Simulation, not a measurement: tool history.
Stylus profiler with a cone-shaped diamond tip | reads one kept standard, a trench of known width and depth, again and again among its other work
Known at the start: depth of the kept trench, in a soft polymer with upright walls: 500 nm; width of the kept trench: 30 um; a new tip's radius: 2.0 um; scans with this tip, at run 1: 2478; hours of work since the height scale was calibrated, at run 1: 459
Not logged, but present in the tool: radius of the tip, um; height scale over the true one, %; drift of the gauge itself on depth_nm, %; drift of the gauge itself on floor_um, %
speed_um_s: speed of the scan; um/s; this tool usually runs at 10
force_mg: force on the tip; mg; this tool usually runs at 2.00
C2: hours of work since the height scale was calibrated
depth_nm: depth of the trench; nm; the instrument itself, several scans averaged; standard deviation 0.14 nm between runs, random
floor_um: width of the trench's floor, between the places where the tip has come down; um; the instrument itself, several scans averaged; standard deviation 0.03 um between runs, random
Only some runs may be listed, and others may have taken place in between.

{"run": 1, "hour": 0.0, "speed_um_s": 10, "force_mg": 2.0, "scans with this tip": 2478, "C2": 459, "depth_nm": 506.9, "floor_um": 27.02}
{"run": 2, "hour": 14.0, "speed_um_s": 10, "force_mg": 2.0, "scans with this tip": 2530, "C2": 468, "depth_nm": 506.92, "floor_um": 27.01}
{"run": 3, "hour": 30.1, "speed_um_s": 10, "force_mg": 2.0, "scans with this tip": 2590, "C2": 479, "depth_nm": 506.83, "floor_um": 27.05}
{"run": 4, "hour": 40.4, "speed_um_s": 10, "force_mg": 2.0, "scans with this tip": 2627, "C2": 486, "depth_nm": 506.78, "floor_um": 27.02}
{"run": 5, "hour": 50.2, "speed_um_s": 10, "force_mg": 2.0, "scans with this tip": 2664, "C2": 493, "depth_nm": 506.48, "floor_um": 26.98}
{"run": 6, "hour": 61.1, "speed_um_s": 10, "force_mg": 2.0, "scans with this tip": 2704, "C2": 500, "depth_nm": 506.71, "floor_um": 27.03}
{"run": 7, "hour": 72.5, "speed_um_s": 10, "force_mg": 2.0, "scans with this tip": 2746, "C2": 508, "depth_nm": 506.78, "floor_um": 27.03}
{"run": 8, "hour": 89.5, "speed_um_s": 4, "force_mg": 2.0, "scans with this tip": 2808, "C2": 520, "depth_nm": 506.77, "floor_um": 27.03}
{"run": 9, "hour": 105.8, "speed_um_s": 10, "force_mg": 2.0, "scans with this tip": 2868, "C2": 531, "depth_nm": 506.86, "floor_um": 26.95}
{"run": 10, "hour": 119.5, "speed_um_s": 10, "force_mg": 2.0, "scans with this tip": 2919, "C2": 540, "depth_nm": 506.57, "floor_um": 27.02}
{"run": 11, "hour": 130.8, "speed_um_s": 10, "force_mg": 5.89, "scans with this tip": 2960, "C2": 548, "depth_nm": 514.46, "floor_um": 26.97}
{"run": 12, "hour": 145.5, "speed_um_s": 10, "force_mg": 0.72, "scans with this tip": 3015, "C2": 558, "depth_nm": 503.13, "floor_um": 26.91}
{"run": 13, "hour": 158.2, "speed_um_s": 12, "force_mg": 2.0, "scans with this tip": 3061, "C2": 566, "depth_nm": 506.32, "floor_um": 26.89}
{"run": 14, "hour": 169.3, "speed_um_s": 12, "force_mg": 2.0, "scans with this tip": 3102, "C2": 574, "depth_nm": 506.65, "floor_um": 26.98}
{"run": 15, "hour": 182.5, "speed_um_s": 10, "force_mg": 0.96, "scans with this tip": 3151, "C2": 583, "depth_nm": 503.76, "floor_um": 26.94}
{"run": 16, "hour": 193.1, "speed_um_s": 10, "force_mg": 0.96, "scans with this tip": 3190, "C2": 590, "depth_nm": 503.76, "floor_um": 26.93}
{"run": 17, "hour": 201.5, "speed_um_s": 10, "force_mg": 0.96, "scans with this tip": 3221, "C2": 596, "depth_nm": 503.81, "floor_um": 26.95}
{"run": 18, "hour": 218.7, "speed_um_s": 10, "force_mg": 2.0, "scans with this tip": 3284, "C2": 608, "depth_nm": 506.52, "floor_um": 26.96}
{"run": 19, "hour": 226.4, "speed_um_s": 10, "force_mg": 1.31, "scans with this tip": 3313, "C2": 613, "depth_nm": 504.83, "floor_um": 26.87}
{"run": 20, "hour": 243.9, "speed_um_s": 10, "force_mg": 1.31, "scans with this tip": 3377, "C2": 625, "depth_nm": 504.71, "floor_um": 26.95}
{"run": 21, "hour": 260.1, "speed_um_s": 10, "force_mg": 1.31, "scans with this tip": 3437, "C2": 636, "depth_nm": 504.41, "floor_um": 26.91}
{"run": 22, "hour": 277.0, "speed_um_s": 10, "force_mg": 1.31, "scans with this tip": 3499, "C2": 647, "depth_nm": 504.77, "floor_um": 26.86}
{"run": 23, "hour": 286.1, "speed_um_s": 10, "force_mg": 1.31, "scans with this tip": 3533, "C2": 654, "depth_nm": 504.64, "floor_um": 26.92}
{"run": 24, "hour": 304.2, "speed_um_s": 10, "force_mg": 1.31, "scans with this tip": 3600, "C2": 666, "depth_nm": 504.88, "floor_um": 26.9}
{"run": 25, "hour": 312.6, "speed_um_s": 5, "force_mg": 1.06, "scans with this tip": 3630, "C2": 672, "depth_nm": 504.03, "floor_um": 26.92}
{"run": 26, "hour": 324.5, "speed_um_s": 3, "force_mg": 1.41, "scans with this tip": 3674, "C2": 680, "depth_nm": 505.3, "floor_um": 26.99}
{"run": 27, "hour": 332.5, "speed_um_s": 17, "force_mg": 1.43, "scans with this tip": 3704, "C2": 685, "depth_nm": 505.24, "floor_um": 26.84}
{"run": 28, "hour": 343.2, "speed_um_s": 2, "force_mg": 1.43, "scans with this tip": 3743, "C2": 693, "depth_nm": 505.03, "floor_um": 26.97}
{"run": 29, "hour": 356.8, "speed_um_s": 4, "force_mg": 1.24, "scans with this tip": 3793, "C2": 702, "depth_nm": 504.49, "floor_um": 26.91}
{"run": 30, "hour": 373.9, "speed_um_s": 28, "force_mg": 1.24, "scans with this tip": 3856, "C2": 713, "depth_nm": 504.57, "floor_um": 26.79}
{"run": 31, "hour": 388.4, "speed_um_s": 28, "force_mg": 1.24, "scans with this tip": 3910, "C2": 723, "depth_nm": 504.47, "floor_um": 26.72}
{"run": 32, "hour": 403.7, "speed_um_s": 13, "force_mg": 3.68, "scans with this tip": 3966, "C2": 734, "depth_nm": 510.08, "floor_um": 26.85}
{"run": 33, "hour": 417.7, "speed_um_s": 3, "force_mg": 3.68, "scans with this tip": 4018, "C2": 743, "depth_nm": 510.23, "floor_um": 26.9}
{"run": 34, "hour": 432.6, "speed_um_s": 14, "force_mg": 0.72, "scans with this tip": 4073, "C2": 753, "depth_nm": 502.69, "floor_um": 26.82}
{"run": 35, "hour": 446.8, "speed_um_s": 4, "force_mg": 1.7, "scans with this tip": 4125, "C2": 763, "depth_nm": 505.86, "floor_um": 26.88}
{"run": 36, "hour": 464.6, "speed_um_s": 4, "force_mg": 1.7, "scans with this tip": 4190, "C2": 775, "depth_nm": 505.5, "floor_um": 26.89}
{"run": 37, "hour": 479.7, "speed_um_s": 4, "force_mg": 3.75, "scans with this tip": 4246, "C2": 786, "depth_nm": 510.19, "floor_um": 26.9}
{"run": 38, "hour": 495.7, "speed_um_s": 16, "force_mg": 4.2, "scans with this tip": 4305, "C2": 796, "depth_nm": 510.93, "floor_um": 26.89}
{"run": 39, "hour": 504.0, "speed_um_s": 12, "force_mg": 2.98, "scans with this tip": 4336, "C2": 802, "depth_nm": 508.75, "floor_um": 26.86}
{"run": 40, "hour": 512.8, "speed_um_s": 9, "force_mg": 2.04, "scans with this tip": 4368, "C2": 808, "depth_nm": 506.45, "floor_um": 26.86}
{"run": 41, "hour": 529.6, "speed_um_s": 2, "force_mg": 3.37, "scans with this tip": 4430, "C2": 820, "depth_nm": 509.44, "floor_um": 26.89}
{"run": 42, "hour": 538.1, "speed_um_s": 2, "force_mg": 3.37, "scans with this tip": 4461, "C2": 825, "depth_nm": 509.55, "floor_um": 26.89}
{"run": 43, "hour": 549.0, "speed_um_s": 2, "force_mg": 3.37, "scans with this tip": 4501, "C2": 833, "depth_nm": 509.01, "floor_um": 26.87}
{"run": 44, "hour": 565.6, "speed_um_s": 5, "force_mg": 1.82, "scans with this tip": 4563, "C2": 844, "depth_nm": 506.07, "floor_um": 26.88}
{"run": 45, "hour": 578.8, "speed_um_s": 10, "force_mg": 5.82, "scans with this tip": 4611, "C2": 853, "depth_nm": 513.98, "floor_um": 26.87}
{"run": 46, "hour": 591.4, "speed_um_s": 5, "force_mg": 0.75, "scans with this tip": 4658, "C2": 862, "depth_nm": 502.82, "floor_um": 26.85}

How would selected steps in depth_nm from run to run divide? Give the signed amount a tool lacking its hidden state would still show from settings, what came in and random variation, and the signed amount left for the hidden state, including any gauge scatter that is not in both of the compared results.
Run 5 -> 6: nothing adjusted, nothing logged. depth_nm +0.23 nm: hidden state -0.02, all else +0.25.
Run 11 -> 12: force_mg 5.89 -> 0.72. depth_nm -11.33 nm: hidden state +0.00, all else -11.33.
Run 31 -> 32: speed_um_s 28 -> 13, force_mg 1.24 -> 3.68. depth_nm +5.61 nm: hidden state -0.03, all else +5.64.
Run 44 -> 45: speed_um_s 5 -> 10, force_mg 1.82 -> 5.82. depth_nm +7.91 nm: hidden state -0.03, all else +7.94.
Run 45 -> 46: speed_um_s 10 -> 5, force_mg 5.82 -> 0.75. depth_nm -11.16 nm: hidden state +0.01, all else -11.17.

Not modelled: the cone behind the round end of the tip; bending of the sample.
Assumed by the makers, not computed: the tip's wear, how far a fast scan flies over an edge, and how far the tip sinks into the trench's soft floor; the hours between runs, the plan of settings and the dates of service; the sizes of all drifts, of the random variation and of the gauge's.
